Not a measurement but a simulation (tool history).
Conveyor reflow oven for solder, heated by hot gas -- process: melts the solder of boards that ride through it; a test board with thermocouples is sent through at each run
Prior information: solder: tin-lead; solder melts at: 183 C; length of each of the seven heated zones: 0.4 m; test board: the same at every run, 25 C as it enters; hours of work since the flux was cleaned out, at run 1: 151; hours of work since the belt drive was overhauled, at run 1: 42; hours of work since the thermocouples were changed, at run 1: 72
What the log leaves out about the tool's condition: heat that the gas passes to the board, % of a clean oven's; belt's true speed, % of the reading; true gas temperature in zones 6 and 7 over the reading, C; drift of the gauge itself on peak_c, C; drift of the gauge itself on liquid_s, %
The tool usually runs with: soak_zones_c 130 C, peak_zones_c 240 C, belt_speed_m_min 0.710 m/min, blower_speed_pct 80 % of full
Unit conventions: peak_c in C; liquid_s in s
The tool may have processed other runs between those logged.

run   hour  soak_zones_c  peak_zones_c  belt_speed_m_min  blower_speed_pct  hours of work since the flux was cleaned out  hours of work since the belt drive was overhauled  hours of work since the thermocouples were changed  peak_c  liquid_s
  1    0.0           130           240             0.710                80                                           151                                                 42                                                  72   217.1      48.1
  2    8.7           124           240             0.710                80                                           157                                                 48                                                  78   216.4      45.3
  3   15.2           124           240             0.710                80                                           161                                                 53                                                  82   216.3      44.9
  4   21.9           124           240             0.710                80                                           166                                                 58                                                  87   216.2      44.3
  5   29.1           124           240             0.710                80                                           171                                                 63                                                  92   216.0      45.6
  6   34.3           124           240             0.710                80                                           175                                                 66                                                  96   216.2      45.1
  7   40.9           124           240             0.710                80                                           180                                                 71                                                 101   215.8      45.7
  8   51.3           124           240             0.710                80                                           187                                                 79                                                 108   216.0      45.7
  9   57.4           130           240             0.710                67                                           191                                                 83                                                 112   214.9      44.4
 10   66.6           130           240             0.710                80                                           198                                                 89                                                 119   216.9      47.6
 11   75.9           130           240             0.710                54                                           205                                                 96                                                 126   209.1      39.0
 12   81.9           130           240             0.710                67                                           209                                                100                                                 130   213.1      44.7
 13   86.8           130           250             0.710                80                                           212                                                104                                                 133   225.5      53.9
 14   94.7           115           240             0.710                80                                           218                                                109                                                 139   213.8      41.9
 15  104.3           130           240             0.710                75                                           225                                                116                                                 146   215.7      46.0
 16  108.5           139           249             0.640                90                                           228                                                119                                                 149   232.4      66.6
 17  114.0           130           229             0.688                80                                           232                                                123                                                 153   209.5      43.7
 18  123.7           144           232             0.676                80                                           239                                                130                                                 160   213.8      52.5
 19  130.6           144           232             0.676                80                                           243                                                135                                                 164   215.9      54.1
 20  136.1           130           252             0.669                62                                           247                                                139                                                 168   223.6      55.8
 21  146.5           130           246             0.625                80                                           255                                                146                                                 176   226.9      62.3
 22  151.1           130           246             0.625                80                                           258                                                149                                                 179   227.0      60.6
 23  158.0           130           240             0.748                87                                           263                                                154                                                 184   216.6      44.9
 24  166.8           130           240             0.748                87                                           269                                                161                                                 190   216.6      44.4
 25  174.9           118           238             0.785                69                                           275                                                166                                                 196   205.6      30.3
 26  182.1           118           238             0.736                69                                           280                                                171                                                 201   208.5      34.6
 27  188.9           128           240             0.692                80                                           285                                                176                                                 206   218.6      49.2
 28  193.5           128           240             0.692                80                                           288                                                180                                                 209   217.2      49.1
 29  203.1           135           240             0.593                75                                           295                                                186                                                 216   224.8      64.4
 30  210.8           127           240             0.647                75                                           300                                                192                                                 221   218.3      53.5

Predict each of these 3 candidate next runs independently; none follows another, all start after run 30:
  A  217.6           117           249             0.827                80                                           305                                                197                                                 226       ?         ?
  B  217.6           130           238             0.710                80                                           305                                                197                                                 226       ?         ?
  C  217.6           143           240             0.750                83                                           305                                                197                                                 226       ?         ?

run  peak_c  liquid_s
  A   214.2      34.8
  B   216.1      45.9
  C   218.1      48.9
With no hidden state in the tool, these same runs would have given:
run  peak_c  liquid_s
  A   216.7      36.5
  B   217.8      47.2
  C   219.7      49.9
